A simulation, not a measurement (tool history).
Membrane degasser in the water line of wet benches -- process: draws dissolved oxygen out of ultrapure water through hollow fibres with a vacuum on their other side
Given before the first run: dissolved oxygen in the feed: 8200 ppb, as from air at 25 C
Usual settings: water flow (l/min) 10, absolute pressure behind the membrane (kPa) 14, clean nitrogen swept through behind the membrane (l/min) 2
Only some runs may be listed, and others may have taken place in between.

run	hour	water flow (l/min)	absolute pressure behind the membrane (kPa)	clean nitrogen swept through behind the membrane (l/min)	dissolved oxygen in the water behind the degasser (ppb)	pressure that the water loses in the fibres (kPa)
1	0	10	14	2	147.5	67.36
2	216.4	10	14	2	151.6	67.18
3	420.8	10	14	2	147.9	67.26
4	692.9	10	14	2	151.6	67.2
5	961.8	10	14	2	153.7	67.56
6	1153.5	10	14	2	152.4	67.94
7	1401.5	10	14	2	152.8	67.87
8	1689.3	10	14	2	151.7	67.5
9	1953.4	10	14	2	154	67.82

Run 10 is up next; what results do you expect?
10	2104.2	10	14	2	?	?

dissolved oxygen in the water behind the degasser (ppb): 151.3
pressure that the water loses in the fibres (kPa): 67.78
Take away the tool's hidden state, keep the run-to-run variation as it was, and the same run would have given dissolved oxygen in the water behind the degasser (ppb) 143.9, pressure that the water loses in the fibres (kPa) 66.54.

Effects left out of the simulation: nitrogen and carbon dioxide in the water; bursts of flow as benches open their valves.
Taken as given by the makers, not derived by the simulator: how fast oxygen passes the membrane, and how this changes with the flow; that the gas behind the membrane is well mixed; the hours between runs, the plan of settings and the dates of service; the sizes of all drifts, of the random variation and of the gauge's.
